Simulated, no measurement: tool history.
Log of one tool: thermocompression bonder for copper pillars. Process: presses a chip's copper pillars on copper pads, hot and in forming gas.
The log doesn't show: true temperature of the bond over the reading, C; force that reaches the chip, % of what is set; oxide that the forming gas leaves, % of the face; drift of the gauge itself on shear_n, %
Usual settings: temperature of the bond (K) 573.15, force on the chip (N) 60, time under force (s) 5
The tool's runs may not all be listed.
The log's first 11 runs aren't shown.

run   hour  temperature of the bond (K)  force on the chip (N)  time under force (s)  hours of work since the heater was calibrated  hours of work since the force cell was calibrated  hours of work since the gas filter was changed  force that shears a chip off (N)
 12   77.7                       573.15                     60                     5                                            831                                                162                                             212                              62.6
 13   84.9                       561.15                     60                     5                                            834                                                165                                             214                              55.0
 14   93.4                       561.15                     60                     5                                            837                                                168                                             218                              53.1
 15   98.9                       567.15                     60                     5                                            840                                                170                                             220                              58.3
 16  105.4                       567.15                     60                     5                                            842                                                173                                             223                              58.5
 17  115.0                       573.15                     60                     5                                            846                                                177                                             227                              62.5
 18  121.9                       573.15                     60                     5                                            849                                                180                                             229                              63.4
 19  128.8                       573.15                     60                     5                                            852                                                182                                             232                              62.5
 20  133.4                       601.15                     60                     5                                            854                                                184                                             234                              78.0
 21  141.5                       601.15                     60                     5                                            857                                                187                                             237                              79.3
 22  150.9                       593.15                     44                     5                                            861                                                191                                             241                              59.6
 23  156.9                       574.15                     61                     8                                            863                                                194                                             244                              70.9
 24  162.2                       580.15                     61                     4                                            865                                                196                                             246                              62.7
 25  169.9                       573.15                     72                     5                                            868                                                199                                             249                              69.8
 26  178.9                       573.15                     38                     5                                            872                                                203                                             253                              42.2
     180.9  -- forming gas filter changed
 27  186.7                       569.15                     90                     6                                            875                                                206                                               2                              84.6

The next listed run, before its measurement:
 28  194.1                       569.15                     90                     6                                            878                                                209                                               5                                 ?

{"run 28": {"force that shears a chip off (N)": 84.5}}
Without the tool's hidden state the same run would have given force that shears a chip off (N) 80.3.
